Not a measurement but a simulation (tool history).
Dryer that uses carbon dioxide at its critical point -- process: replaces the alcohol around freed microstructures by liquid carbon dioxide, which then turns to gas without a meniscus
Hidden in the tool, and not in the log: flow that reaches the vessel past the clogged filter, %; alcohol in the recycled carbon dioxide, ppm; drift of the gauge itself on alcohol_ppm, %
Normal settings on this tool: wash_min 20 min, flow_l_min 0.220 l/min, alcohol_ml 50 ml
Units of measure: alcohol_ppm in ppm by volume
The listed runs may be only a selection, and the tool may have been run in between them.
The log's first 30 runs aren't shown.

| run | hour | wash_min | flow_l_min | alcohol_ml | hours of work since the filter was changed | hours of work since the purifier's bed was changed | alcohol_ppm |
|---|---|---|---|---|---|---|---|
| 31 | 616.6 | 13 | 0.170 | 30 | 207 | 48 | 2296 |
| 32 | 644.1 | 29 | 0.362 | 42 | 222 | 63 | 6 |
| 33 | 663.4 | 29 | 0.362 | 42 | 232 | 73 | 18 |
| 34 | 688.2 | 29 | 0.362 | 42 | 245 | 86 | 2 |
| 35 | 704.9 | 24 | 0.354 | 53 | 254 | 94 | 10 |
| 36 | 719.3 | 20 | 0.139 | 50 | 261 | 102 | 1829 |
| 37 | 738.4 | 15 | 0.220 | 38 | 271 | 112 | 776 |
| 38 | 762.3 | 20 | 0.283 | 50 | 284 | 124 | 58 |
| 39 | 787.8 | 30 | 0.220 | 69 | 297 | 138 | 32 |
| 40 | 814.6 | 30 | 0.220 | 69 | 311 | 152 | 26 |
| 41 | 837.8 | 30 | 0.136 | 69 | 323 | 164 | 462 |
| 42 | 863.5 | 27 | 0.360 | 50 | 337 | 177 | 16 |
| 43 | 888.6 | 15 | 0.220 | 50 | 350 | 191 | 1163 |
| 44 | 905.7 | 28 | 0.220 | 87 | 359 | 200 | 60 |
| 45 | 931.9 | 28 | 0.158 | 33 | 373 | 213 | 186 |

Forecast each of these 4 alternatives for the next run:
| A | 948.7 | 23 | 0.173 | 79 | 382 | 222 | ? |
| B | 948.7 | 28 | 0.135 | 78 | 382 | 222 | ? |
| C | 948.7 | 28 | 0.262 | 33 | 382 | 222 | ? |
| D | 948.7 | 28 | 0.169 | 62 | 382 | 222 | ? |

| run | alcohol_ppm |
|---|---|
| A | 748 |
| B | 901 |
| C | 26 |
| D | 234 |
The same runs, with their run-to-run variation unchanged, on a tool lacking any hidden condition would have given:
| run | alcohol_ppm |
|---|---|
| A | 257 |
| B | 324 |
| C | 5 |
| D | 66 |

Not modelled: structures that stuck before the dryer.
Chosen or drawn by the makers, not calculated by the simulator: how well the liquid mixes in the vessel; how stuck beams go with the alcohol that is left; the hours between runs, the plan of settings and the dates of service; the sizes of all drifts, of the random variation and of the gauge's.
